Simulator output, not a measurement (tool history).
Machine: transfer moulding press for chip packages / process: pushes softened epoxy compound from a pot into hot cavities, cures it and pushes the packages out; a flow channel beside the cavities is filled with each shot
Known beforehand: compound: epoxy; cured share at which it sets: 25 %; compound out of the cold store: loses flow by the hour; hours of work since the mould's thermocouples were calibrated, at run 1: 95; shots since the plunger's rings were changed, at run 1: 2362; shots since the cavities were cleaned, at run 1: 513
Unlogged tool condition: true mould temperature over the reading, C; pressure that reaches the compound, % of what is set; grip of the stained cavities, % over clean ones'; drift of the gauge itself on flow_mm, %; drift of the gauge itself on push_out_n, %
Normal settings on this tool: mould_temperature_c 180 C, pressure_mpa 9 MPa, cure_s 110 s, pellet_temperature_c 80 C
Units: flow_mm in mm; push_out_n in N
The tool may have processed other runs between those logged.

run,hour,mould_temperature_c,pressure_mpa,cure_s,pellet_temperature_c,hours of work since the mould's thermocouples were calibrated,shots since the plunger's rings were changed,shots since the cavities were cleaned,incoming compound's hours out of the cold store,flow_mm,push_out_n
1,0,180,9,110,80,95,2362,513,43.6,438,805
# hour 30.4: plunger's sealing rings changed
# hour 34.9: cavities cleaned with cleaning compound and waxed
2,45.9,180,9,110,78,121,140,110,9.5,566,639
3,71.5,180,9,115,78,137,397,367,32.4,486,728
# hour 119.9: cavities cleaned with cleaning compound and waxed
4,119.9,180,9,115,78,166,866,0,42.2,453,498
5,161.5,180,9,115,78,192,1283,417,28.8,488,743
6,186,180,8.73,110,80,207,1528,662,8.2,548,859
# hour 205.3: cavities cleaned with cleaning compound and waxed
7,227.2,180,8.73,110,80,232,1927,220,32.6,467,692
8,249.2,180,9.78,110,83,246,2147,440,46.3,449,740
9,284,180,10.17,110,80,267,2496,789,11.9,570,933
# hour 291.7: cavities cleaned with cleaning compound and waxed
# hour 299.4: plunger's sealing rings changed
10,319,177,7.03,110,72,287,196,249,24.9,457,872
11,349.8,182,9,91,71,306,504,557,40.4,455,988
12,370.8,176,7.52,108,75,319,715,768,24.2,473,1168
# hour 378.3: cavities cleaned with cleaning compound and waxed
13,414.8,180,7.52,108,75,345,1141,366,45.3,405,734
14,442.4,180,9,128,74,362,1417,642,45.8,436,711

What if the next run were any one of these 3? Each begins from the tool's condition after run 14:
# hour 462.1: cavities cleaned with cleaning compound and waxed
A,490.5,180,9.11,132,74,391,1884,284,27.1,?,?
# hour 462.1: cavities cleaned with cleaning compound and waxed
B,490.5,177,9,105,81,391,1884,284,24.1,?,?
# hour 462.1: cavities cleaned with cleaning compound and waxed
C,490.5,180,10.21,120,81,391,1884,284,37.3,?,?

run,flow_mm,push_out_n
A,491,611
B,507,976
C,489,641
The same runs, with their run-to-run variation unchanged, on a tool lacking any hidden condition would have given:
run,flow_mm,push_out_n
A,507,460
B,524,756
C,505,485

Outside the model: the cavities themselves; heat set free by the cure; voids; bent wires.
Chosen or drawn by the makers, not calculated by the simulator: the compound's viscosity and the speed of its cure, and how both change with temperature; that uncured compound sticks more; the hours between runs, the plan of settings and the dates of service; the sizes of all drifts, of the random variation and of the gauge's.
